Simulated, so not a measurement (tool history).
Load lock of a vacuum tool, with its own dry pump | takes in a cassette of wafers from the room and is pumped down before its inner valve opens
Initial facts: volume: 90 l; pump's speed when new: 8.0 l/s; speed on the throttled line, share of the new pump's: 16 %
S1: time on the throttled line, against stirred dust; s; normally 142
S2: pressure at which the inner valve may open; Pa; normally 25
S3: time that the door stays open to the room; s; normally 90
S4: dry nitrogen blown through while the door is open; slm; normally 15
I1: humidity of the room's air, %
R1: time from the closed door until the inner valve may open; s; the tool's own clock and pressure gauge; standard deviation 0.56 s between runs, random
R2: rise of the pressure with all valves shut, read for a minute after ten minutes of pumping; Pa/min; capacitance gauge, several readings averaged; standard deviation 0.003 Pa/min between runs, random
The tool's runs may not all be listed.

Run 1, hour 0.0: usual settings; I1 42.8. Result: R1 220.9 s, R2 0.183 Pa/min.
Run 2, hour 327.6: usual settings but S1 99 s; I1 44.0. Result: R1 185.2 s, R2 0.186 Pa/min.
Run 3, hour 546.5: usual settings but S1 99 s, S3 29 s; I1 46.6. Result: R1 184.8 s, R2 0.186 Pa/min.
Run 4, hour 729.2: usual settings but S1 99 s, S3 29 s; I1 44.9. Result: R1 184.9 s, R2 0.190 Pa/min.
Run 5, hour 975.9: usual settings but S1 99 s, S3 29 s; I1 45.0. Result: R1 185.6 s, R2 0.192 Pa/min.
Run 6, hour 1263.6: usual settings but S2 40 Pa; I1 47.0. Result: R1 216.8 s, R2 0.222 Pa/min.
Run 7, hour 1667.1: usual settings but S2 40 Pa; I1 46.2. Result: R1 214.7 s, R2 0.225 Pa/min.
Run 8, hour 2014.7: usual settings but S2 40 Pa; I1 47.2. Result: R1 215.3 s, R2 0.235 Pa/min.
Run 9, hour 2354.3: usual settings but S2 40 Pa; I1 49.3. Result: R1 215.8 s, R2 0.245 Pa/min.
Run 10, hour 2714.2: usual settings but S2 40 Pa; I1 44.5. Result: R1 215.7 s, R2 0.249 Pa/min.
Run 11, hour 2964.4: usual settings but S1 119 s; I1 45.3. Result: R1 204.0 s, R2 0.262 Pa/min.
Run 12, hour 3230.2: usual settings but S3 62 s; I1 49.1. Result: R1 222.4 s, R2 0.256 Pa/min.
Run 13, hour 3568.7: usual settings but S2 22 Pa; I1 46.6. Result: R1 225.4 s, R2 0.273 Pa/min.
Run 14, hour 3783.3: usual settings but S2 22 Pa; I1 46.2. Result: R1 224.5 s, R2 0.271 Pa/min.
Run 15, hour 3974.5: usual settings but S3 71 s; I1 43.7. Result: R1 222.4 s, R2 0.274 Pa/min.
Run 16, hour 4268.5: usual settings but S3 71 s; I1 42.8. Result: R1 223.5 s, R2 0.276 Pa/min.
Run 17, hour 4570.8: usual settings but S3 71 s; I1 48.5. Result: R1 223.1 s, R2 0.296 Pa/min.
Run 18, hour 4802.4: usual settings but S3 71 s; I1 49.2. Result: R1 224.5 s, R2 0.306 Pa/min.
Run 19, hour 5203.8: usual settings but S4 5 slm; I1 43.8. Result: R1 224.1 s, R2 0.327 Pa/min.
Run 20, hour 5575.9: usual settings but S3 52 s, S4 13 slm; I1 45.9. Result: R1 223.8 s, R2 0.318 Pa/min.
Run 21, hour 5853.7: usual settings but S2 28 Pa, S3 235 s; I1 40.4. Result: R1 222.4 s, R2 0.346 Pa/min.
Run 22, hour 6061.7: usual settings but S1 79 s, S2 31 Pa, S3 162 s, S4 35 slm; I1 43.2. Result: R1 169.1 s, R2 0.332 Pa/min.
Run 23, hour 6436.8: usual settings but S1 79 s, S2 31 Pa, S3 162 s, S4 35 slm; I1 45.6. Result: R1 169.5 s, R2 0.346 Pa/min.
Run 24, hour 6773.9: usual settings but S1 121 s, S3 137 s; I1 45.0. Result: R1 207.8 s, R2 0.373 Pa/min.
At hour 6877.9: dry pump taken out, an overhauled one fitted.
Run 25, hour 6982.0: usual settings but S2 19 Pa, S3 230 s; I1 46.8. Result: R1 217.6 s, R2 0.383 Pa/min.
Run 26, hour 7312.0: usual settings but S2 19 Pa, S3 230 s; I1 42.8. Result: R1 217.6 s, R2 0.391 Pa/min.
Run 27, hour 7502.0: usual settings but S1 248 s, S2 48 Pa; I1 51.2. Result: R1 296.1 s, R2 0.395 Pa/min.
Run 28, hour 7741.4: usual settings but S1 248 s, S2 48 Pa, S3 42 s; I1 46.6. Result: R1 296.2 s, R2 0.384 Pa/min.
Run 29, hour 7904.1: usual settings but S1 73 s; I1 45.5. Result: R1 155.8 s, R2 0.403 Pa/min.
Run 30, hour 8253.2: usual settings but S1 73 s; I1 47.7. Result: R1 156.7 s, R2 0.416 Pa/min.
Run 31, hour 8541.7: usual settings but S1 73 s; I1 49.2. Result: R1 157.2 s, R2 0.427 Pa/min.
Run 32, hour 8898.0: usual settings but S1 193 s, S2 21 Pa, S3 32 s, S4 11 slm; I1 44.6. Result: R1 261.2 s, R2 0.421 Pa/min.
Run 33, hour 9170.3: usual settings but S1 193 s, S2 21 Pa, S3 32 s, S4 11 slm; I1 47.7. Result: R1 259.9 s, R2 0.437 Pa/min.
Run 34, hour 9571.9: usual settings but S1 193 s, S2 21 Pa, S3 32 s, S4 11 slm; I1 43.4. Result: R1 260.8 s, R2 0.443 Pa/min.
Run 35, hour 9805.9: usual settings but S1 111 s, S2 47 Pa, S3 35 s, S4 6 slm; I1 47.2. Result: R1 182.4 s, R2 0.463 Pa/min.
Run 36, hour 9981.1: usual settings but S1 214 s, S2 20 Pa, S3 175 s, S4 22 slm; I1 44.6. Result: R1 278.4 s, R2 0.479 Pa/min.
Run 37, hour 10376.7: usual settings but S1 193 s, S3 58 s, S4 26 slm; I1 42.1. Result: R1 260.1 s, R2 0.476 Pa/min.
Run 38, hour 10547.2: usual settings but S1 193 s, S3 58 s, S4 26 slm; I1 44.8. Result: R1 259.1 s, R2 0.483 Pa/min.

Alternative continuations, all from the tool just after run 38; predict every row:
Run A, hour 10839.2: usual settings but S1 193 s, S2 20 Pa, S3 28 s, S4 5 slm; I1 47.6. Result: R1 ?, R2 ?.
Run B, hour 10839.2: usual settings but S1 193 s, S2 40 Pa, S3 58 s, S4 11 slm; I1 43.8. Result: R1 ?, R2 ?.
Run C, hour 10839.2: usual settings but S3 44 s, S4 33 slm; I1 42.8. Result: R1 ?, R2 ?.

run     R1     R2
  A  262.2  0.504
  B  253.6  0.499
  C  216.3  0.488
Without the tool's unlogged condition, the same runs would have read:
run     R1     R2
  A  259.8  0.044
  B  251.6  0.046
  C  213.8  0.026
